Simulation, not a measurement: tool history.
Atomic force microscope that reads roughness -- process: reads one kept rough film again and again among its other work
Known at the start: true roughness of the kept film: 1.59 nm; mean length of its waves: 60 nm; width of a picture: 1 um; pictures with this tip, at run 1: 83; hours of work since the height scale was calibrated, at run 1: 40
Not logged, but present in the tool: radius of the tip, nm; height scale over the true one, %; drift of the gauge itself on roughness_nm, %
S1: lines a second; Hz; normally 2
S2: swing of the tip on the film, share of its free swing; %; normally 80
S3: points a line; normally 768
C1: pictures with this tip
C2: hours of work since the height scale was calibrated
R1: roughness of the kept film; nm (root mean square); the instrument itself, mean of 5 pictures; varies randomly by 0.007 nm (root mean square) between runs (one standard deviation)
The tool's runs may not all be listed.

Run 1, day 0: usual settings; C1 83; C2 40. Result: R1 1.445 nm (root mean square).
Run 2, day 0.254: usual settings; C1 91; C2 43. Result: R1 1.444 nm (root mean square).
Run 3, day 0.525: usual settings; C1 100; C2 46. Result: R1 1.44 nm (root mean square).
Run 4, day 0.729: usual settings but S3 554; C1 107; C2 49. Result: R1 1.447 nm (root mean square).
Run 5, day 1.133: usual settings but S2 78 %; C1 120; C2 53. Result: R1 1.453 nm (root mean square).
Run 6, day 1.338: usual settings; C1 126; C2 56. Result: R1 1.441 nm (root mean square).
Run 7, day 1.638: usual settings but S1 1.2 Hz; C1 136; C2 59. Result: R1 1.49 nm (root mean square).
At day 1.754: new tip fitted.
Run 8, day 2.017: usual settings but S1 1.2 Hz; C1 9; C2 64. Result: R1 1.487 nm (root mean square).
Run 9, day 2.4: usual settings but S1 1.2 Hz; C1 21; C2 68. Result: R1 1.494 nm (root mean square).
Run 10, day 2.571: usual settings but S1 1.2 Hz; C1 27; C2 70. Result: R1 1.486 nm (root mean square).
Run 11, day 2.9: usual settings but S1 1.04 Hz, S3 723; C1 37; C2 74. Result: R1 1.492 nm (root mean square).
Run 12, day 3.296: usual settings but S2 75 %; C1 50; C2 79. Result: R1 1.469 nm (root mean square).
Run 13, day 3.475: usual settings but S2 75 %; C1 56; C2 81. Result: R1 1.486 nm (root mean square).
Run 14, day 3.708: usual settings but S2 75 %; C1 63; C2 84. Result: R1 1.468 nm (root mean square).
Run 15, day 4.108: usual settings but S1 2.92 Hz, S2 64 %; C1 76; C2 89. Result: R1 1.484 nm (root mean square).
Run 16, day 4.45: usual settings but S1 0.93 Hz, S2 68 %, S3 649; C1 87; C2 93. Result: R1 1.53 nm (root mean square).
Run 17, day 4.667: usual settings but S2 87 %; C1 94; C2 95. Result: R1 1.401 nm (root mean square).
Run 18, day 4.85: usual settings but S1 1.55 Hz, S2 87 %; C1 100; C2 98. Result: R1 1.432 nm (root mean square).
Run 19, day 5.179: usual settings but S1 1.55 Hz, S2 87 %; C1 111; C2 101. Result: R1 1.435 nm (root mean square).

Here are 3 independent what-if runs from the current tool condition. What would each one return?
Run A, day 5.388: usual settings but S1 1.68 Hz; C1 118; C2 104. Result: R1 ?.
Run B, day 5.388: usual settings but S1 1.55 Hz, S2 85 %; C1 118; C2 104. Result: R1 ?.
Run C, day 5.388: usual settings but S1 3.03 Hz, S2 66 %, S3 323; C1 118; C2 104. Result: R1 ?.

run     R1
  A  1.465
  B  1.439
  C   1.48
With no hidden state in the tool, these same runs would have given:
run     R1
  A  1.471
  B  1.444
  C  1.486
